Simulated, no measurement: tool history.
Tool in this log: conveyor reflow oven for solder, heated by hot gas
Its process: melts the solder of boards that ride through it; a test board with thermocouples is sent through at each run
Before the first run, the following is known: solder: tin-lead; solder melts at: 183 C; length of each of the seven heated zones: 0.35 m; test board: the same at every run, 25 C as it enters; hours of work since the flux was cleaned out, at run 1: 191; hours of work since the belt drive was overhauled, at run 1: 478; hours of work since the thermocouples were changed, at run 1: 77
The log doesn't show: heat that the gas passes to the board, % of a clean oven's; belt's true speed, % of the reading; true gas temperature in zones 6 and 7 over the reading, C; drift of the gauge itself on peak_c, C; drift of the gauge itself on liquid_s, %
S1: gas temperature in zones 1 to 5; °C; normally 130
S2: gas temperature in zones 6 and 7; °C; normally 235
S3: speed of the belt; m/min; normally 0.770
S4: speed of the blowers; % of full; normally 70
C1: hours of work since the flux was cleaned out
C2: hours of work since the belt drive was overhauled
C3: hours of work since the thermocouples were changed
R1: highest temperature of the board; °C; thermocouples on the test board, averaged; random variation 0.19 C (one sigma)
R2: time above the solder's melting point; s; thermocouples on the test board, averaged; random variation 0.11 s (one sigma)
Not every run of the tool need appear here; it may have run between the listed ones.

run	day	S1	S2	S3	S4	C1	C2	C3	R1	R2
1	0.000	130	235	0.770	70	191	478	77	216.5	38.9
2	1.825	130	235	0.770	70	226	512	111	216.2	38.5
# day 2.238: flux residue cleaned out of gas plates and filters
3	4.417	130	235	0.770	85	41	557	156	218.5	39.7
4	7.629	130	235	0.770	85	101	617	216	217.6	39.2
# day 11.450: flux residue cleaned out of gas plates and filters, once more
5	11.450	130	224	0.770	70	0	685	284	208.9	34.5
6	13.525	130	235	0.647	70	39	724	323	223.6	51.7
7	15.438	130	235	0.647	70	75	760	359	223.1	51.5
8	17.200	130	235	0.667	70	108	793	392	222.1	49.2
9	20.400	130	235	0.667	70	168	853	452	222.0	49.0
# day 23.896: flux residue cleaned out of gas plates and filters
10	24.000	130	235	0.770	70	2	917	516	219.0	40.7
# day 24.500: thermocouples of zones 6 and 7 changed
11	26.108	130	235	0.770	70	40	955	30	218.5	40.3
12	29.538	130	233	0.669	55	104	1019	95	216.9	45.3
13	31.771	130	236	0.636	52	146	1061	137	220.2	50.2
14	34.067	115	235	0.706	70	190	1104	180	218.0	40.5
# day 36.471: flux residue cleaned out of gas plates and filters
15	37.779	133	227	0.668	72	25	1170	246	217.2	47.5
16	40.888	130	227	0.668	80	83	1229	304	218.1	47.4
17	43.517	130	227	0.668	80	132	1278	353	217.6	47.2
18	45.554	118	247	0.833	70	171	1316	392	222.9	37.0
19	48.167	130	241	0.793	70	220	1365	441	222.2	40.7
# day 49.125: flux residue cleaned out of gas plates and filters
20	50.038	117	235	0.770	59	17	1397	472	213.9	34.7
21	51.767	130	245	0.871	70	50	1429	504	223.3	37.5

Here are 4 independent what-if runs from the current tool condition. What would each one return?
# day 52.225: belt drive overhauled, speed set with a stopwatch
# day 52.900: thermocouples of zones 6 and 7 changed
A	54.479	123	235	0.646	84	96	41	30	?	?
# day 52.225: belt drive overhauled, speed set with a stopwatch
# day 52.900: thermocouples of zones 6 and 7 changed
B	54.479	130	244	0.724	70	96	41	30	?	?
# day 52.225: belt drive overhauled, speed set with a stopwatch
# day 52.900: thermocouples of zones 6 and 7 changed
C	54.479	130	234	0.770	85	96	41	30	?	?
# day 52.225: belt drive overhauled, speed set with a stopwatch
# day 52.900: thermocouples of zones 6 and 7 changed
D	54.479	130	225	0.632	81	96	41	30	?	?

run	R1	R2
A	224.2	50.3
B	227.1	46.7
C	219.1	40.5
D	215.7	48.4
Take away the tool's hidden state, keep each run's random variation, and the runs would have read:
run	R1	R2
A	225.5	51.1
B	228.5	47.3
C	220.5	41.3
D	216.8	49.3

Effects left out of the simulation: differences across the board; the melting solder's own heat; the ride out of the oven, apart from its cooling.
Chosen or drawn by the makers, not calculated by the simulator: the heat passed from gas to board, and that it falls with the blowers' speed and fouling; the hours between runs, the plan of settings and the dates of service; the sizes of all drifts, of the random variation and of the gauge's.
